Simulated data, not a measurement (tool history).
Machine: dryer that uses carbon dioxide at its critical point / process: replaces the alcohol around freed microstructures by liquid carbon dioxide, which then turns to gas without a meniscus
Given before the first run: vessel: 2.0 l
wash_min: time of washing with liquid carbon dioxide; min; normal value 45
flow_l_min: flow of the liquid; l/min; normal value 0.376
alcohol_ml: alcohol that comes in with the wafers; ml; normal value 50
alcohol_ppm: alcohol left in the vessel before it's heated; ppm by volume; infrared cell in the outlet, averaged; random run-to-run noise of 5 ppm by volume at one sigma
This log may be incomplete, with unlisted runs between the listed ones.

run	hour	wash_min	flow_l_min	alcohol_ml	alcohol_ppm
1	0.0	45	0.376	50	49
2	27.2	34	0.376	50	144
3	81.4	34	0.376	50	162
4	129.2	60	0.376	50	33
5	179.4	60	0.376	50	37
6	231.5	60	0.376	50	25
7	278.8	45	0.273	50	239
8	312.3	45	0.273	50	244
9	347.6	45	0.273	50	248
10	404.3	47	0.273	50	209
11	460.9	47	0.273	50	237
12	507.5	47	0.273	50	236
13	553.3	47	0.273	50	266
14	583.1	47	0.273	50	254
15	631.4	45	0.376	50	103
16	683.0	45	0.437	50	70
17	713.7	45	0.437	50	73
18	737.1	45	0.437	50	73
19	787.0	45	0.437	50	76
20	828.9	45	0.437	50	81
21	876.5	45	0.437	50	100
22	924.4	45	0.437	50	88
# hour 929.5: inlet filter changed
23	960.2	45	0.437	50	70
24	1017.9	45	0.376	50	96
25	1072.8	45	0.376	50	90
26	1110.1	45	0.385	50	95
27	1145.5	45	0.328	24	98
# hour 1172.6: purifier's bed changed
28	1188.1	56	0.468	24	0
29	1243.7	56	0.238	28	88
30	1283.8	56	0.394	39	15
31	1330.8	68	0.354	60	14
32	1365.8	46	0.366	76	66
33	1423.1	46	0.366	76	77
34	1455.3	46	0.366	76	87
35	1483.9	46	0.366	76	84
36	1521.1	47	0.384	69	65
37	1566.0	67	0.384	32	21
38	1591.2	41	0.376	21	61

What does the tool deliver on the next run?
39	1629.6	54	0.319	50	?

alcohol_ppm: 76 ppm by volume
With the hidden condition absent and the run-to-run variation left alone, this run would have shown alcohol_ppm 24 ppm by volume.
